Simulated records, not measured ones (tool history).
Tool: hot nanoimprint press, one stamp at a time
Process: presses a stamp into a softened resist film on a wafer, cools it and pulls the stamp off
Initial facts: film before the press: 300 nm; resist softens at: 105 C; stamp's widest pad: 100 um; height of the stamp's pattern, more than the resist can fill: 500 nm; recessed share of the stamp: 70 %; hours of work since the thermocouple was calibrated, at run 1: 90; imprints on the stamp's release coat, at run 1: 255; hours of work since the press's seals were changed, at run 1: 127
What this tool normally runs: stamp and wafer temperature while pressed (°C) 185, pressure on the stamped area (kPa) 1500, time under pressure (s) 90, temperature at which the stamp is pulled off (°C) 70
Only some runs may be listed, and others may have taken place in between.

| run | hour | stamp and wafer temperature while pressed (°C) | pressure on the stamped area (kPa) | time under pressure (s) | temperature at which the stamp is pulled off (°C) | hours of work since the thermocouple was calibrated | imprints on the stamp's release coat | hours of work since the press's seals were changed | resist left under the stamp's widest pad (angstrom) | greatest force while the stamp is pulled off (N) |
|---|---|---|---|---|---|---|---|---|---|---|
| 1 | 0 | 185 | 1500 | 90 | 70 | 90 | 255 | 127 | 1219 | 234 |
| 2 | 12.7 | 185 | 1500 | 152 | 70 | 97 | 308 | 134 | 988 | 237 |
| 3 | 22.5 | 185 | 1500 | 90 | 70 | 102 | 349 | 140 | 1216 | 239 |
| 4 | 34.1 | 185 | 1500 | 90 | 70 | 109 | 397 | 146 | 1220 | 237 |
| 5 | 45.6 | 185 | 1500 | 90 | 70 | 115 | 445 | 152 | 1205 | 239 |
| 6 | 53.5 | 185 | 1010 | 90 | 70 | 120 | 478 | 157 | 1476 | 237 |
| 7 | 59 | 185 | 1500 | 90 | 70 | 123 | 501 | 160 | 1222 | 240 |
|  | 66.1 | stamp cleaned and given a new release coat |
| 8 | 73.5 | 185 | 1500 | 96 | 70 | 127 | 31 | 165 | 1187 | 228 |
| 9 | 81.4 | 185 | 1500 | 96 | 70 | 132 | 64 | 169 | 1177 | 230 |
| 10 | 90.7 | 185 | 1500 | 96 | 70 | 137 | 102 | 174 | 1187 | 233 |
| 11 | 99.4 | 185 | 1310 | 90 | 70 | 142 | 138 | 179 | 1311 | 233 |
| 12 | 107.8 | 185 | 1690 | 90 | 70 | 147 | 174 | 184 | 1138 | 233 |
| 13 | 121 | 185 | 1690 | 90 | 70 | 154 | 228 | 191 | 1143 | 231 |
| 14 | 132.5 | 185 | 1690 | 90 | 70 | 160 | 276 | 198 | 1140 | 238 |
| 15 | 142.1 | 185 | 1690 | 88 | 59 | 166 | 316 | 203 | 1164 | 280 |
| 16 | 149.6 | 185 | 1710 | 88 | 72 | 170 | 348 | 207 | 1152 | 234 |
| 17 | 159.7 | 185 | 1890 | 90 | 58 | 176 | 389 | 213 | 1086 | 291 |
| 18 | 172.2 | 185 | 1890 | 90 | 58 | 183 | 441 | 220 | 1095 | 291 |
| 19 | 179.4 | 175 | 1500 | 101 | 70 | 187 | 472 | 224 | 1505 | 243 |
|  | 193.3 | stamp cleaned and given a new release coat |
| 20 | 194.9 | 179 | 1500 | 90 | 70 | 192 | 7 | 229 | 1414 | 229 |
| 21 | 200.5 | 179 | 1500 | 90 | 70 | 195 | 30 | 233 | 1422 | 229 |
| 22 | 211.8 | 185 | 1500 | 56 | 70 | 202 | 77 | 239 | 1471 | 228 |
| 23 | 221.1 | 185 | 1520 | 72 | 70 | 207 | 116 | 244 | 1327 | 231 |
| 24 | 233.8 | 185 | 1230 | 90 | 70 | 214 | 169 | 251 | 1363 | 234 |
| 25 | 241.2 | 185 | 1230 | 45 | 70 | 218 | 199 | 255 | 1712 | 232 |
| 26 | 251.1 | 185 | 1680 | 90 | 70 | 224 | 241 | 261 | 1160 | 235 |
| 27 | 261 | 185 | 1680 | 90 | 70 | 229 | 282 | 267 | 1167 | 239 |
| 28 | 271.6 | 178 | 1220 | 116 | 69 | 235 | 326 | 272 | 1480 | 244 |

Alternative continuations, all from the tool just after run 28; predict every row:
| A | 285 | 177 | 1220 | 116 | 69 | 243 | 382 | 280 | ? | ? |
| B | 285 | 183 | 1220 | 54 | 74 | 243 | 382 | 280 | ? | ? |
| C | 285 | 187 | 910 | 90 | 70 | 243 | 382 | 280 | ? | ? |
| D | 285 | 188 | 1220 | 116 | 73 | 243 | 382 | 280 | ? | ? |
| E | 285 | 178 | 1660 | 90 | 72 | 243 | 382 | 280 | ? | ? |

| run | resist left under the stamp's widest pad (angstrom) | greatest force while the stamp is pulled off (N) |
|---|---|---|
| A | 1505 | 245 |
| B | 1687 | 222 |
| C | 1512 | 244 |
| D | 1179 | 230 |
| E | 1396 | 233 |
Had the tool no hidden state, the same runs would have come out as:
| run | resist left under the stamp's widest pad (angstrom) | greatest force while the stamp is pulled off (N) |
|---|---|---|
| A | 1453 | 229 |
| B | 1637 | 206 |
| C | 1468 | 227 |
| D | 1139 | 214 |
| E | 1343 | 216 |

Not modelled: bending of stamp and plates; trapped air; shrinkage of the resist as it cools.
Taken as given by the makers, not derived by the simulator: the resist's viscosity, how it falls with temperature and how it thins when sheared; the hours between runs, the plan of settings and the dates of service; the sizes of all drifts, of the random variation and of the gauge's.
